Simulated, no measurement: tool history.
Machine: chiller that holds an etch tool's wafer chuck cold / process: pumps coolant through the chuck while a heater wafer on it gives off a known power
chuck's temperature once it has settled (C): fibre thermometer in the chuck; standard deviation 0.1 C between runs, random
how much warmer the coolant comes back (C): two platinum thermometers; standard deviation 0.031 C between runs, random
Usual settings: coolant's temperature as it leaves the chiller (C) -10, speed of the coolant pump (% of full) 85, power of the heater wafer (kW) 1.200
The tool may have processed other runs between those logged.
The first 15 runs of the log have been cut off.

run	hour	coolant's temperature as it leaves the chiller (C)	speed of the coolant pump (% of full)	power of the heater wafer (kW)	chuck's temperature once it has settled (C)	how much warmer the coolant comes back (C)
16	506.9	-2	85	1.200	10.5	4.03
17	531.2	-2	85	1.200	10.4	3.96
18	568.0	-2	84	0.831	7.1	2.83
19	595.2	-17	85	0.962	-6.7	3.18
20	632.2	-15	61	0.962	-2.6	4.39
21	663.7	-7	92	0.625	-0.4	1.91
22	695.7	-7	63	0.847	3.8	3.81
23	725.3	-7	65	1.279	8.4	5.56
24	752.8	-11	97	1.317	1.9	3.90
25	779.3	-11	97	1.317	1.9	3.94
26	799.4	-11	82	0.653	-3.7	2.25
27	843.4	-11	82	0.653	-3.5	2.25
28	867.2	-12	82	0.653	-4.6	2.26
29	908.6	0	67	1.047	12.8	4.38
30	956.1	0	99	0.627	6.6	1.80
31	979.2	-18	80	1.494	-1.9	5.30
32	1000.4	-18	80	1.494	-1.7	5.29

Here are 4 independent what-if runs from the current tool condition. What would each one return?
A	1023.1	-10	85	0.927	?	?
B	1023.1	-13	64	1.326	?	?
C	1023.1	-7	85	1.200	?	?
D	1023.1	-18	90	1.494	?	?

run	chuck's temperature once it has settled (C)	how much warmer the coolant comes back (C)
A	0.2	3.11
B	3.7	5.79
C	5.8	4.00
D	-2.7	4.76
Take away the tool's hidden state, keep each run's random variation, and the runs would have read:
run	chuck's temperature once it has settled (C)	how much warmer the coolant comes back (C)
A	-2.2	3.03
B	0.4	5.64
C	3.0	3.90
D	-5.9	4.64

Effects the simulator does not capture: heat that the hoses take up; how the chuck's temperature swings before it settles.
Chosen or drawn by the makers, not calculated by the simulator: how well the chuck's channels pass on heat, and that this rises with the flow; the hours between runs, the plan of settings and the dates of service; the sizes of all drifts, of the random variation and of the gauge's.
